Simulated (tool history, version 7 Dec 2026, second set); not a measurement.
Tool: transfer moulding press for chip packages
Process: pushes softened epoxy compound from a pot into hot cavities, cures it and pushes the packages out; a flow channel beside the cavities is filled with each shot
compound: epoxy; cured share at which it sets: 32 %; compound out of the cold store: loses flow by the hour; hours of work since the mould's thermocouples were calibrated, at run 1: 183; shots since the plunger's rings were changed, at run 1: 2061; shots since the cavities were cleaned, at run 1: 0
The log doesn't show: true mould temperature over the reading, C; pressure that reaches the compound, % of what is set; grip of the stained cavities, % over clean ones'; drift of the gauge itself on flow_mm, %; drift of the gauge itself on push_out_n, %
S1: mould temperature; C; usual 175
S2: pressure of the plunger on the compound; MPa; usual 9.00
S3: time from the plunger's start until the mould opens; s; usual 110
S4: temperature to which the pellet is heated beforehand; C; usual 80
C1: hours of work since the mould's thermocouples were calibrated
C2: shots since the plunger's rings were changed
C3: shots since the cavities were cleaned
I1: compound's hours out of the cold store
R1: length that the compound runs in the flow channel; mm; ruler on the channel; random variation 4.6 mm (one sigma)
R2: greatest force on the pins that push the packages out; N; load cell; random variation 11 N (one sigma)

| run | hour | S1 | S2 | S3 | S4 | C1 | C2 | C3 | I1 | R1 | R2 |
|---|---|---|---|---|---|---|---|---|---|---|---|
| 1 | 0.0 | 175 | 9.00 | 110 | 80 | 183 | 2061 | 0 | 14.6 | 827 | 486 |
| 2 | 39.2 | 175 | 9.00 | 110 | 80 | 208 | 2462 | 401 | 23.2 | 806 | 723 |
|  | 50.4 | cavities cleaned with cleaning compound and waxed |
| 3 | 86.0 | 175 | 9.00 | 110 | 80 | 238 | 2925 | 365 | 18.2 | 813 | 731 |
|  | 96.9 | cavities cleaned with cleaning compound and waxed |
| 4 | 111.7 | 175 | 9.00 | 110 | 80 | 253 | 3173 | 151 | 14.3 | 818 | 635 |
|  | 144.3 | cavities cleaned with cleaning compound and waxed |
| 5 | 149.5 | 175 | 9.00 | 110 | 80 | 277 | 3544 | 53 | 16.0 | 805 | 549 |
|  | 190.3 | cavities cleaned with cleaning compound and waxed |
| 6 | 190.3 | 175 | 9.00 | 110 | 80 | 302 | 3946 | 0 | 46.3 | 719 | 471 |
| 7 | 226.6 | 175 | 9.00 | 110 | 80 | 326 | 4318 | 372 | 25.5 | 763 | 734 |
|  | 236.4 | cavities cleaned with cleaning compound and waxed |
| 8 | 264.8 | 175 | 9.00 | 110 | 80 | 349 | 4692 | 290 | 38.6 | 723 | 691 |
|  | 284.0 | cavities cleaned with cleaning compound and waxed |
| 9 | 297.9 | 175 | 9.00 | 110 | 80 | 370 | 5017 | 143 | 35.8 | 734 | 612 |
|  | 304.1 | plunger's sealing rings changed |
|  | 334.2 | cavities cleaned with cleaning compound and waxed |
| 10 | 353.7 | 175 | 9.00 | 110 | 74 | 403 | 492 | 199 | 31.0 | 796 | 659 |
|  | 383.0 | cavities cleaned with cleaning compound and waxed |
| 11 | 387.6 | 175 | 9.00 | 110 | 74 | 424 | 823 | 46 | 41.6 | 771 | 531 |
| 12 | 420.6 | 175 | 9.00 | 110 | 80 | 446 | 1161 | 384 | 23.7 | 816 | 730 |
|  | 430.8 | cavities cleaned with cleaning compound and waxed |
| 13 | 473.1 | 175 | 10.61 | 110 | 90 | 479 | 1683 | 433 | 23.7 | 886 | 723 |
|  | 477.6 | mould's thermocouples calibrated |
|  | 479.1 | cavities cleaned with cleaning compound and waxed |
| 14 | 511.1 | 173 | 10.14 | 110 | 90 | 21 | 2035 | 326 | 42.1 | 800 | 734 |
|  | 525.6 | cavities cleaned with cleaning compound and waxed |
| 15 | 562.4 | 182 | 10.33 | 110 | 90 | 53 | 2545 | 377 | 12.5 | 863 | 613 |
|  | 574.1 | cavities cleaned with cleaning compound and waxed |
| 16 | 586.5 | 179 | 9.91 | 127 | 89 | 68 | 2776 | 126 | 40.5 | 771 | 483 |
|  | 623.1 | cavities cleaned with cleaning compound and waxed |
| 17 | 638.8 | 172 | 9.24 | 135 | 85 | 100 | 3296 | 160 | 42.9 | 748 | 541 |
|  | 671.4 | cavities cleaned with cleaning compound and waxed |
| 18 | 673.8 | 172 | 9.24 | 129 | 85 | 122 | 3639 | 24 | 45.6 | 743 | 467 |
| 19 | 694.9 | 179 | 8.32 | 129 | 70 | 136 | 3855 | 240 | 16.8 | 758 | 550 |
|  | 704.7 | mould's thermocouples calibrated, once more |
|  | 722.8 | cavities cleaned with cleaning compound and waxed |
| 20 | 725.7 | 179 | 8.32 | 115 | 70 | 13 | 4135 | 31 | 39.0 | 699 | 466 |
| 21 | 750.3 | 179 | 8.32 | 115 | 70 | 29 | 4386 | 282 | 45.4 | 685 | 612 |
|  | 768.9 | cavities cleaned with cleaning compound and waxed |
| 22 | 775.8 | 177 | 9.00 | 110 | 80 | 44 | 4632 | 71 | 19.7 | 788 | 544 |
|  | 818.8 | plunger's sealing rings changed |
|  | 820.3 | cavities cleaned with cleaning compound and waxed |
| 23 | 830.2 | 177 | 9.00 | 110 | 80 | 77 | 102 | 102 | 47.6 | 757 | 538 |

4 ways to go on from here, each from the tool as it stands after run 23. What would each give?
|  | 868.3 | cavities cleaned with cleaning compound and waxed |
| A | 871.5 | 177 | 9.00 | 118 | 80 | 102 | 509 | 33 | 18.3 | ? | ? |
|  | 868.3 | cavities cleaned with cleaning compound and waxed |
| B | 871.5 | 177 | 8.78 | 110 | 76 | 102 | 509 | 33 | 21.8 | ? | ? |
|  | 868.3 | cavities cleaned with cleaning compound and waxed |
| C | 871.5 | 171 | 9.00 | 90 | 88 | 102 | 509 | 33 | 8.8 | ? | ? |
|  | 868.3 | cavities cleaned with cleaning compound and waxed |
| D | 871.5 | 177 | 8.35 | 96 | 87 | 102 | 509 | 33 | 33.9 | ? | ? |

| run | R1 | R2 |
|---|---|---|
| A | 832 | 481 |
| B | 812 | 500 |
| C | 884 | 1090 |
| D | 753 | 581 |
Without the tool's hidden state the same runs would have given:
| run | R1 | R2 |
|---|---|---|
| A | 842 | 450 |
| B | 822 | 468 |
| C | 895 | 1024 |
| D | 763 | 545 |

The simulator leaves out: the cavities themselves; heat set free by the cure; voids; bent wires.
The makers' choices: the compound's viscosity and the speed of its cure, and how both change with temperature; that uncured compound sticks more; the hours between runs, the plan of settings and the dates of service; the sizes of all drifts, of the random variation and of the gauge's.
